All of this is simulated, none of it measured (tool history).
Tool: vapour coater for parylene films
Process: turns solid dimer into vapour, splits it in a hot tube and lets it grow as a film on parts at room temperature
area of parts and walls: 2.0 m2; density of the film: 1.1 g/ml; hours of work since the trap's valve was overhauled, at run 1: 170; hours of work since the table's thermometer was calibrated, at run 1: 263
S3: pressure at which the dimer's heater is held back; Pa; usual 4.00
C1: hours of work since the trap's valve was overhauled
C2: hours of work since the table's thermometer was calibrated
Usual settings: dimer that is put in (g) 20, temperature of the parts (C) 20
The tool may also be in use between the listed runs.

{"run": 1, "hour": 0.0, "dimer that is put in (g)": 20, "temperature of the parts (C)": 20, "S3": 4.0, "C1": 170, "C2": 263, "thickness of the film (um)": 5.97}
{"run": 2, "hour": 8.9, "dimer that is put in (g)": 20, "temperature of the parts (C)": 20, "S3": 4.0, "C1": 177, "C2": 271, "thickness of the film (um)": 5.91}
{"run": 3, "hour": 16.2, "dimer that is put in (g)": 20, "temperature of the parts (C)": 20, "S3": 4.0, "C1": 183, "C2": 277, "thickness of the film (um)": 5.95}
{"run": 4, "hour": 26.0, "dimer that is put in (g)": 20, "temperature of the parts (C)": 20, "S3": 4.0, "C1": 191, "C2": 285, "thickness of the film (um)": 5.95}
{"run": 5, "hour": 39.2, "dimer that is put in (g)": 32, "temperature of the parts (C)": 20, "S3": 4.0, "C1": 202, "C2": 296, "thickness of the film (um)": 9.52}
{"run": 6, "hour": 47.1, "dimer that is put in (g)": 20, "temperature of the parts (C)": 20, "S3": 4.0, "C1": 209, "C2": 303, "thickness of the film (um)": 5.97}
{"run": 7, "hour": 61.9, "dimer that is put in (g)": 20, "temperature of the parts (C)": 14, "S3": 4.0, "C1": 221, "C2": 315, "thickness of the film (um)": 7.93}
{"run": 8, "hour": 70.6, "dimer that is put in (g)": 17, "temperature of the parts (C)": 14, "S3": 4.0, "C1": 229, "C2": 322, "thickness of the film (um)": 6.71}
{"run": 9, "hour": 80.9, "dimer that is put in (g)": 9, "temperature of the parts (C)": 20, "S3": 4.0, "C1": 237, "C2": 331, "thickness of the film (um)": 2.68}
{"run": 10, "hour": 94.4, "dimer that is put in (g)": 32, "temperature of the parts (C)": 20, "S3": 4.0, "C1": 248, "C2": 342, "thickness of the film (um)": 9.48}
{"run": 11, "hour": 110.5, "dimer that is put in (g)": 20, "temperature of the parts (C)": 20, "S3": 4.0, "C1": 262, "C2": 356, "thickness of the film (um)": 5.94}
{"run": 12, "hour": 126.6, "dimer that is put in (g)": 23, "temperature of the parts (C)": 20, "S3": 4.0, "C1": 275, "C2": 369, "thickness of the film (um)": 6.72}
{"run": 13, "hour": 141.6, "dimer that is put in (g)": 20, "temperature of the parts (C)": 20, "S3": 4.0, "C1": 288, "C2": 382, "thickness of the film (um)": 5.88}
{"run": 14, "hour": 156.1, "dimer that is put in (g)": 20, "temperature of the parts (C)": 20, "S3": 4.0, "C1": 300, "C2": 394, "thickness of the film (um)": 5.93}
{"run": 15, "hour": 171.8, "dimer that is put in (g)": 20, "temperature of the parts (C)": 20, "S3": 4.0, "C1": 313, "C2": 407, "thickness of the film (um)": 5.86}
{"run": 16, "hour": 185.9, "dimer that is put in (g)": 26, "temperature of the parts (C)": 20, "S3": 4.0, "C1": 325, "C2": 419, "thickness of the film (um)": 7.64}
{"run": 17, "hour": 195.5, "dimer that is put in (g)": 26, "temperature of the parts (C)": 20, "S3": 3.11, "C1": 333, "C2": 427, "thickness of the film (um)": 8.09}
{"run": 18, "hour": 209.8, "dimer that is put in (g)": 8, "temperature of the parts (C)": 21, "S3": 5.81, "C1": 345, "C2": 439, "thickness of the film (um)": 2.04}
{"run": 19, "hour": 223.1, "dimer that is put in (g)": 14, "temperature of the parts (C)": 13, "S3": 4.0, "C1": 356, "C2": 450, "thickness of the film (um)": 5.72}
{"run": 20, "hour": 236.9, "dimer that is put in (g)": 27, "temperature of the parts (C)": 19, "S3": 4.0, "C1": 368, "C2": 461, "thickness of the film (um)": 8.29}
{"run": 21, "hour": 245.2, "dimer that is put in (g)": 27, "temperature of the parts (C)": 19, "S3": 4.0, "C1": 375, "C2": 468, "thickness of the film (um)": 8.18}
{"run": 22, "hour": 257.1, "dimer that is put in (g)": 19, "temperature of the parts (C)": 17, "S3": 10.3, "C1": 385, "C2": 478, "thickness of the film (um)": 5.06}
{"run": 23, "hour": 266.3, "dimer that is put in (g)": 22, "temperature of the parts (C)": 19, "S3": 10.45, "C1": 392, "C2": 486, "thickness of the film (um)": 5.27}
{"run": 24, "hour": 277.8, "dimer that is put in (g)": 9, "temperature of the parts (C)": 20, "S3": 8.5, "C1": 402, "C2": 496, "thickness of the film (um)": 2.14}
{"run": 25, "hour": 292.7, "dimer that is put in (g)": 14, "temperature of the parts (C)": 21, "S3": 5.56, "C1": 414, "C2": 508, "thickness of the film (um)": 3.59}
{"run": 26, "hour": 302.6, "dimer that is put in (g)": 9, "temperature of the parts (C)": 25, "S3": 6.93, "C1": 423, "C2": 516, "thickness of the film (um)": 1.84}
{"run": 27, "hour": 312.7, "dimer that is put in (g)": 9, "temperature of the parts (C)": 25, "S3": 6.54, "C1": 431, "C2": 525, "thickness of the film (um)": 1.82}
{"run": 28, "hour": 328.8, "dimer that is put in (g)": 12, "temperature of the parts (C)": 28, "S3": 4.0, "C1": 444, "C2": 538, "thickness of the film (um)": 2.4}
{"run": 29, "hour": 343.4, "dimer that is put in (g)": 8, "temperature of the parts (C)": 15, "S3": 4.0, "C1": 457, "C2": 551, "thickness of the film (um)": 2.93}

Forecast each of these 3 alternatives for the next run:
{"run": "A", "hour": 358.6, "dimer that is put in (g)": 11, "temperature of the parts (C)": 12, "S3": 2.16, "C1": 469, "C2": 563, "thickness of the film (um)": "?"}
{"run": "B", "hour": 358.6, "dimer that is put in (g)": 20, "temperature of the parts (C)": 20, "S3": 2.51, "C1": 469, "C2": 563, "thickness of the film (um)": "?"}
{"run": "C", "hour": 358.6, "dimer that is put in (g)": 34, "temperature of the parts (C)": 13, "S3": 2.46, "C1": 469, "C2": 563, "thickness of the film (um)": "?"}

run=A thickness_of_the_film_(um)=4.58
run=B thickness_of_the_film_(um)=6.51
run=C thickness_of_the_film_(um)=14.35
Without the tool's hidden state the same runs would have given:
run=A thickness_of_the_film_(um)=4.88
run=B thickness_of_the_film_(um)=6.79
run=C thickness_of_the_film_(um)=15.28
